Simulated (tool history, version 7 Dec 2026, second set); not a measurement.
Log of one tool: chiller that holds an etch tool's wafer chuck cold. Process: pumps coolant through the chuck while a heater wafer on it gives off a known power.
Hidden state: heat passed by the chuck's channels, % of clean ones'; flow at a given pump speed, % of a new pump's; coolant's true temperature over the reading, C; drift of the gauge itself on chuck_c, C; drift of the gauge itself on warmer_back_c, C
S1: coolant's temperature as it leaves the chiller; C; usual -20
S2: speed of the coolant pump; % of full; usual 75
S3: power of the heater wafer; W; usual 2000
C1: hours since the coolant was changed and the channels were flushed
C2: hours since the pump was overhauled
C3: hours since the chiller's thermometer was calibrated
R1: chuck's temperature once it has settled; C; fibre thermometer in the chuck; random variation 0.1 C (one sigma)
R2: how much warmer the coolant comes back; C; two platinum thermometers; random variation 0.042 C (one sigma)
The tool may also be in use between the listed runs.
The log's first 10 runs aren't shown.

run	hour	S1	S2	S3	C1	C2	C3	R1	R2
11	263.0	-20	75	2616	2264	905	2667	14.9	12.60
12	298.1	-20	75	2000	2299	940	2702	6.7	9.59
13	321.4	-20	75	2000	2322	963	2725	6.6	9.58
14	346.3	-20	78	2000	2347	988	2750	6.1	9.23
15	367.1	-11	78	2000	2368	1009	2771	15.1	9.18
16	398.3	-20	75	2000	2399	1040	2802	6.7	9.64
17	432.8	-20	75	2000	2434	1075	2836	6.7	9.57
18	465.1	-20	75	2000	2466	1107	2869	6.7	9.53
19	500.2	-20	75	2000	2501	1142	2904	6.8	9.47
20	532.7	-15	66	2000	2533	1174	2936	14.1	11.02
21	565.4	-16	75	2000	2566	1207	2969	10.6	9.50
22	595.0	-16	75	2000	2596	1237	2998	10.6	9.54
23	627.5	-20	65	1319	2628	1269	3031	-0.6	7.30
24	647.5	-24	75	2000	2648	1289	3051	2.4	9.58
25	671.9	-20	85	1575	2673	1314	3075	-0.6	6.42
26	688.5	-22	75	2000	2689	1330	3092	4.9	9.54
27	708.4	-13	77	2000	2709	1350	3112	13.2	9.20
28	736.0	-26	77	1449	2737	1378	3139	-7.0	6.62
29	761.6	-17	75	2000	2762	1403	3165	9.7	9.45
30	779.4	-21	82	1119	2780	1421	3183	-7.0	4.70
31	801.6	-21	66	2587	2802	1443	3205	16.4	14.19
# hour 813.6: gauge calibrated
32	830.8	-24	86	1694	2832	1473	3234	-3.4	7.03

4 ways to go on from here, each from the tool as it stands after run 32. What would each give?
A	857.1	-24	77	2944	2858	1499	3261	?	?
B	857.1	-21	91	2966	2858	1499	3261	?	?
C	857.1	-24	82	1694	2858	1499	3261	?	?
D	857.1	-24	68	1954	2858	1499	3261	?	?

run	R1	R2
A	14.8	13.87
B	14.1	11.64
C	-2.5	7.49
D	3.7	10.64
Without the tool's hidden state the same runs would have given:
run	R1	R2
A	14.7	13.88
B	14.1	11.66
C	-2.5	7.50
D	3.7	10.65
